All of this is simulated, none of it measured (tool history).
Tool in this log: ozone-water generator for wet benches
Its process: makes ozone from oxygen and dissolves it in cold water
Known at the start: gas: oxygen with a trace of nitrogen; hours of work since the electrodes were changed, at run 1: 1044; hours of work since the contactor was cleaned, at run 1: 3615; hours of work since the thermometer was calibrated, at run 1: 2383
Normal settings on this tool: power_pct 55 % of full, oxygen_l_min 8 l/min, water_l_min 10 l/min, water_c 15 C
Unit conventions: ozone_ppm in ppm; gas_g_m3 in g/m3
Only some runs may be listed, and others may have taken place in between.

| run | hour | power_pct | oxygen_l_min | water_l_min | water_c | hours of work since the electrodes were changed | hours of work since the contactor was cleaned | hours of work since the thermometer was calibrated | ozone_ppm | gas_g_m3 |
|---|---|---|---|---|---|---|---|---|---|---|
| 1 | 0 | 55 | 8 | 10 | 15 | 1044 | 3615 | 2383 | 36.7 | 192.4 |
| 2 | 24.8 | 55 | 8 | 10 | 15 | 1068 | 3640 | 2407 | 37.1 | 191.5 |
| 3 | 51.9 | 55 | 8 | 10 | 8 | 1095 | 3666 | 2434 | 42.7 | 192.4 |
| 4 | 68.9 | 55 | 8 | 10 | 15 | 1111 | 3683 | 2450 | 36.9 | 193.4 |
| 5 | 85.6 | 55 | 8 | 10 | 15 | 1127 | 3699 | 2467 | 36.8 | 192.6 |
| 6 | 107.1 | 55 | 8 | 10 | 15 | 1148 | 3720 | 2488 | 37.1 | 191.4 |
| 7 | 126.5 | 55 | 8 | 10 | 15 | 1167 | 3739 | 2507 | 37.3 | 193.4 |
| 8 | 146.9 | 55 | 8 | 10 | 15 | 1187 | 3759 | 2526 | 37.1 | 193.5 |
| 9 | 187.7 | 55 | 8 | 9 | 15 | 1227 | 3798 | 2566 | 38.6 | 190.5 |
| 10 | 215 | 64 | 8 | 10 | 15 | 1254 | 3825 | 2593 | 40.1 | 212.1 |
| 11 | 252.6 | 83 | 8 | 7 | 15 | 1290 | 3862 | 2630 | 56.8 | 246.5 |
| 12 | 282.9 | 89 | 8 | 7 | 15 | 1320 | 3891 | 2659 | 59.1 | 257.2 |
| 13 | 319.3 | 89 | 8 | 7 | 15 | 1355 | 3927 | 2694 | 58.9 | 259.3 |
| 14 | 359.1 | 55 | 8.85 | 9 | 17 | 1394 | 3965 | 2733 | 36.6 | 185.6 |
| 15 | 377.9 | 55 | 8.85 | 9 | 17 | 1412 | 3984 | 2752 | 36.8 | 185.5 |
| 16 | 408 | 55 | 8.85 | 9 | 17 | 1442 | 4013 | 2781 | 36.4 | 185.3 |
| 17 | 425.6 | 55 | 9.62 | 9 | 17 | 1459 | 4030 | 2798 | 36.5 | 179.8 |
| 18 | 443.6 | 76 | 9.62 | 6 | 17 | 1476 | 4048 | 2816 | 52.5 | 216.6 |
| 19 | 476.2 | 55 | 7.3 | 10 | 15 | 1508 | 4080 | 2848 | 36.7 | 199.5 |
| 20 | 493.1 | 55 | 7.3 | 10 | 15 | 1525 | 4096 | 2864 | 36.7 | 199.1 |

Alternative continuations, all from the tool just after run 20; predict every row:
| A | 528.3 | 55 | 12.27 | 7 | 15 | 1559 | 4130 | 2898 | ? | ? |
| B | 528.3 | 55 | 13.2 | 6 | 7 | 1559 | 4130 | 2898 | ? | ? |
| C | 528.3 | 64 | 6.94 | 10 | 15 | 1559 | 4130 | 2898 | ? | ? |
| D | 528.3 | 55 | 7.96 | 10 | 15 | 1559 | 4130 | 2898 | ? | ? |
| E | 528.3 | 41 | 8 | 8 | 14 | 1559 | 4130 | 2898 | ? | ? |

| run | ozone_ppm | gas_g_m3 |
|---|---|---|
| A | 41 | 166.7 |
| B | 53 | 161.1 |
| C | 40 | 220.1 |
| D | 36.4 | 193.4 |
| E | 35.3 | 160.3 |
Take away the tool's hidden state, keep each run's random variation, and the runs would have read:
| run | ozone_ppm | gas_g_m3 |
|---|---|---|
| A | 43.7 | 170.8 |
| B | 56.3 | 165 |
| C | 43.3 | 226.1 |
| D | 39.3 | 198.2 |
| E | 37.6 | 163.4 |
